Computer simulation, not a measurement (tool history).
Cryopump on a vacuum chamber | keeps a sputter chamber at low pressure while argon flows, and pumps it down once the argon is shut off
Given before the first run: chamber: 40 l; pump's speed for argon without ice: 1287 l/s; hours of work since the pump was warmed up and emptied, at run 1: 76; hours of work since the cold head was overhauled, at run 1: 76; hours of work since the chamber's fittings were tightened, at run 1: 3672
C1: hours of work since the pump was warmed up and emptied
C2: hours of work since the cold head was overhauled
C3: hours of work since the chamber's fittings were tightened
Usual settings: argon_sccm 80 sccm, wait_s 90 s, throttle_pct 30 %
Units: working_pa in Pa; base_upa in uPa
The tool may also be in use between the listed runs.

run 1 hour=0 | argon_sccm=80 wait_s=90 throttle_pct=30 | C1=76 C2=76 C3=3672 | working_pa=0.3564 base_upa=3.79
run 2 hour=11.7 | argon_sccm=80 wait_s=90 throttle_pct=30 | C1=83 C2=83 C3=3679 | working_pa=0.3564 base_upa=3.67
run 3 hour=19.6 | argon_sccm=80 wait_s=90 throttle_pct=30 | C1=88 C2=88 C3=3684 | working_pa=0.3539 base_upa=3.7
run 4 hour=34.4 | argon_sccm=80 wait_s=90 throttle_pct=30 | C1=97 C2=97 C3=3693 | working_pa=0.3564 base_upa=3.73
run 5 hour=53.4 | argon_sccm=80 wait_s=64 throttle_pct=30 | C1=109 C2=109 C3=3705 | working_pa=0.3585 base_upa=3.97
run 6 hour=68.4 | argon_sccm=80 wait_s=64 throttle_pct=30 | C1=119 C2=119 C3=3715 | working_pa=0.356 base_upa=3.88
run 7 hour=82.7 | argon_sccm=80 wait_s=64 throttle_pct=30 | C1=128 C2=128 C3=3724 | working_pa=0.3575 base_upa=3.93
run 8 hour=101.4 | argon_sccm=80 wait_s=64 throttle_pct=30 | C1=139 C2=139 C3=3735 | working_pa=0.3564 base_upa=4.03
-- hour=106.3 leaking fittings of the chamber tightened, without venting
run 9 hour=119.6 | argon_sccm=80 wait_s=90 throttle_pct=30 | C1=150 C2=150 C3=8 | working_pa=0.3588 base_upa=0.6
run 10 hour=128.7 | argon_sccm=80 wait_s=90 throttle_pct=30 | C1=155 C2=155 C3=14 | working_pa=0.3591 base_upa=0.59
run 11 hour=143.7 | argon_sccm=80 wait_s=90 throttle_pct=16 | C1=165 C2=165 C3=24 | working_pa=0.6645 base_upa=0.6
run 12 hour=156.9 | argon_sccm=80 wait_s=90 throttle_pct=16 | C1=173 C2=173 C3=32 | working_pa=0.664 base_upa=0.62
run 13 hour=166 | argon_sccm=80 wait_s=90 throttle_pct=16 | C1=179 C2=179 C3=38 | working_pa=0.6679 base_upa=0.61
run 14 hour=183.2 | argon_sccm=39 wait_s=90 throttle_pct=28 | C1=190 C2=190 C3=48 | working_pa=0.1878 base_upa=0.61
run 15 hour=197.6 | argon_sccm=80 wait_s=186 throttle_pct=30 | C1=199 C2=199 C3=57 | working_pa=0.3598 base_upa=0.45
run 16 hour=206.1 | argon_sccm=146 wait_s=129 throttle_pct=30 | C1=204 C2=204 C3=63 | working_pa=0.6608 base_upa=0.53
run 17 hour=218.7 | argon_sccm=68 wait_s=32 throttle_pct=45 | C1=212 C2=212 C3=71 | working_pa=0.2085 base_upa=1.18
run 18 hour=226.6 | argon_sccm=68 wait_s=32 throttle_pct=45 | C1=217 C2=217 C3=76 | working_pa=0.2082 base_upa=1.14

The next listed run, before its measurement:
run 19 hour=241.9 | argon_sccm=58 wait_s=226 throttle_pct=45 | C1=226 C2=226 C3=85 | working_pa=? base_upa=?

working_pa: 0.1775 Pa
base_upa: 0.47 uPa
Without the tool's hidden state the same run would have given working_pa 0.1686 Pa, base_upa 0.33 uPa.
